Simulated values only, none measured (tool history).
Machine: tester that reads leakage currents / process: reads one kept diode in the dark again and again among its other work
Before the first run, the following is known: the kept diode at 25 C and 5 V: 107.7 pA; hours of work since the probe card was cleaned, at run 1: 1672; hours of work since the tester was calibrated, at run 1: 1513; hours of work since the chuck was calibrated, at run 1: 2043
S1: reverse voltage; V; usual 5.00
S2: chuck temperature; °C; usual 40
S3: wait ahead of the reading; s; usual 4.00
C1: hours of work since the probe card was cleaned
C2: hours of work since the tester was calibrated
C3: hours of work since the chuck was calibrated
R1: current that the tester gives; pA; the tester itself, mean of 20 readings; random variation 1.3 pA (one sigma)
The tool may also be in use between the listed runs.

Run 1, hour 0.0: usual settings; C1 1672; C2 1513; C3 2043. Result: R1 399.84 pA.
Run 2, hour 49.9: usual settings; C1 1710; C2 1551; C3 2081. Result: R1 398.73 pA.
Run 3, hour 82.4: usual settings; C1 1734; C2 1575; C3 2105. Result: R1 397.13 pA.
Run 4, hour 104.8: usual settings; C1 1751; C2 1592; C3 2122. Result: R1 398.29 pA.
Run 5, hour 150.5: usual settings; C1 1785; C2 1626; C3 2156. Result: R1 396.74 pA.
At hour 164.4: chuck's temperature calibrated.
Run 6, hour 173.8: usual settings but S1 16.19 V, S2 24 °C, S3 0.35 s; C1 1801; C2 1642; C3 7. Result: R1 212.71 pA.
Run 7, hour 221.5: usual settings but S1 16.19 V, S2 24 °C, S3 0.35 s; C1 1837; C2 1678; C3 43. Result: R1 210.39 pA.
Run 8, hour 251.1: usual settings but S1 13.96 V, S2 60 °C, S3 0.33 s; C1 1859; C2 1700; C3 65. Result: R1 3826.73 pA.
Run 9, hour 285.1: usual settings but S1 3.50 V, S3 0.39 s; C1 1885; C2 1726; C3 91. Result: R1 345.89 pA.
Run 10, hour 308.8: usual settings but S3 1.22 s; C1 1903; C2 1744; C3 108. Result: R1 419.61 pA.

Hidden state or all else? Some run-to-run changes of R1, split into what the settings, what came in and random variation would give without the hidden state, and what is left for the hidden state (with any gauge scatter that isn't in both results):
Hidden state present: stray current of the dirty probe card, pA a volt; current scale over the true one, %; true chuck temperature over the reading, C; drift of the gauge itself on leakage_pa, %.
Run 7 -> 8: S1 16.19 -> 13.96, S2 24 -> 60, S3 0.35 -> 0.33. R1 +3616.34 pA: hidden state -108.69, all else +3725.03.

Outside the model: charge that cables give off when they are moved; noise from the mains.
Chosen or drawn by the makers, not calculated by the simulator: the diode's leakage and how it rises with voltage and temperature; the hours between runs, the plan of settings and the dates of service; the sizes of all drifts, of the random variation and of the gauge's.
